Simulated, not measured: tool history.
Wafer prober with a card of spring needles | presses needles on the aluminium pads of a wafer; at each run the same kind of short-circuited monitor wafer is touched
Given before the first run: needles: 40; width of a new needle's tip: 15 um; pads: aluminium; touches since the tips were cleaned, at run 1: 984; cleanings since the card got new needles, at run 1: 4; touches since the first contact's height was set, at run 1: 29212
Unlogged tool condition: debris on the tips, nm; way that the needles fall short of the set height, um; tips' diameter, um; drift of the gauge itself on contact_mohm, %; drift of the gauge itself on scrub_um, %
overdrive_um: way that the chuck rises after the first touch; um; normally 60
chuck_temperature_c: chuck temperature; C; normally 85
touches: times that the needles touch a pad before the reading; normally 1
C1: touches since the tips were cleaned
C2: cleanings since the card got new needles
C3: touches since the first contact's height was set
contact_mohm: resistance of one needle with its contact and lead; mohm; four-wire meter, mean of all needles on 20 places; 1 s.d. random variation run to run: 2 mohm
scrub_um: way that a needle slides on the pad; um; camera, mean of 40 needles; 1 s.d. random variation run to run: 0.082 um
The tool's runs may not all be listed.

{"run": 1, "hour": 0.0, "overdrive_um": 60, "chuck_temperature_c": 85, "touches": 1, "C1": 984, "C2": 4, "C3": 29212, "contact_mohm": 226, "scrub_um": 14.94}
{"run": 2, "hour": 6.8, "overdrive_um": 60, "chuck_temperature_c": 85, "touches": 2, "C1": 3347, "C2": 4, "C3": 31575, "contact_mohm": 228, "scrub_um": 14.87}
{"run": 3, "hour": 12.9, "overdrive_um": 60, "chuck_temperature_c": 85, "touches": 2, "C1": 5460, "C2": 4, "C3": 33688, "contact_mohm": 230, "scrub_um": 14.95}
{"hour": 15.1, "done": "tips cleaned on abrasive film"}
{"run": 4, "hour": 22.1, "overdrive_um": 70, "chuck_temperature_c": 85, "touches": 2, "C1": 2428, "C2": 5, "C3": 36875, "contact_mohm": 220, "scrub_um": 17.68}
{"run": 5, "hour": 29.2, "overdrive_um": 70, "chuck_temperature_c": 85, "touches": 2, "C1": 4911, "C2": 5, "C3": 39358, "contact_mohm": 228, "scrub_um": 17.6}
{"hour": 33.2, "done": "tips cleaned on abrasive film"}
{"run": 6, "hour": 36.5, "overdrive_um": 79, "chuck_temperature_c": 85, "touches": 2, "C1": 1123, "C2": 6, "C3": 41843, "contact_mohm": 216, "scrub_um": 19.77}
{"run": 7, "hour": 46.4, "overdrive_um": 79, "chuck_temperature_c": 85, "touches": 2, "C1": 4591, "C2": 6, "C3": 45311, "contact_mohm": 218, "scrub_um": 19.71}
{"hour": 51.5, "done": "tips cleaned on abrasive film"}
{"run": 8, "hour": 51.7, "overdrive_um": 60, "chuck_temperature_c": 85, "touches": 3, "C1": 73, "C2": 7, "C3": 47109, "contact_mohm": 215, "scrub_um": 14.87}
{"run": 9, "hour": 61.6, "overdrive_um": 60, "chuck_temperature_c": 85, "touches": 3, "C1": 3532, "C2": 7, "C3": 50568, "contact_mohm": 223, "scrub_um": 14.85}
{"hour": 70.1, "done": "tips cleaned on abrasive film"}
{"run": 10, "hour": 70.2, "overdrive_um": 55, "chuck_temperature_c": 101, "touches": 2, "C1": 40, "C2": 8, "C3": 53514, "contact_mohm": 221, "scrub_um": 13.65}

3 options for the next run, each taken on its own from the tool as it stands now. Forecast them:
{"run": "A", "hour": 76.7, "overdrive_um": 59, "chuck_temperature_c": 101, "touches": 2, "C1": 2297, "C2": 8, "C3": 55771, "contact_mohm": "?", "scrub_um": "?"}
{"run": "B", "hour": 76.7, "overdrive_um": 64, "chuck_temperature_c": 85, "touches": 1, "C1": 2297, "C2": 8, "C3": 55771, "contact_mohm": "?", "scrub_um": "?"}
{"run": "C", "hour": 76.7, "overdrive_um": 52, "chuck_temperature_c": 39, "touches": 3, "C1": 2297, "C2": 8, "C3": 55771, "contact_mohm": "?", "scrub_um": "?"}

run=A contact_mohm=231 scrub_um=14.71
run=B contact_mohm=227 scrub_um=15.88
run=C contact_mohm=215 scrub_um=12.75
Without the tool's hidden state the same runs would have given:
run=A contact_mohm=220 scrub_um=14.92
run=B contact_mohm=211 scrub_um=16.09
run=C contact_mohm=206 scrub_um=12.96

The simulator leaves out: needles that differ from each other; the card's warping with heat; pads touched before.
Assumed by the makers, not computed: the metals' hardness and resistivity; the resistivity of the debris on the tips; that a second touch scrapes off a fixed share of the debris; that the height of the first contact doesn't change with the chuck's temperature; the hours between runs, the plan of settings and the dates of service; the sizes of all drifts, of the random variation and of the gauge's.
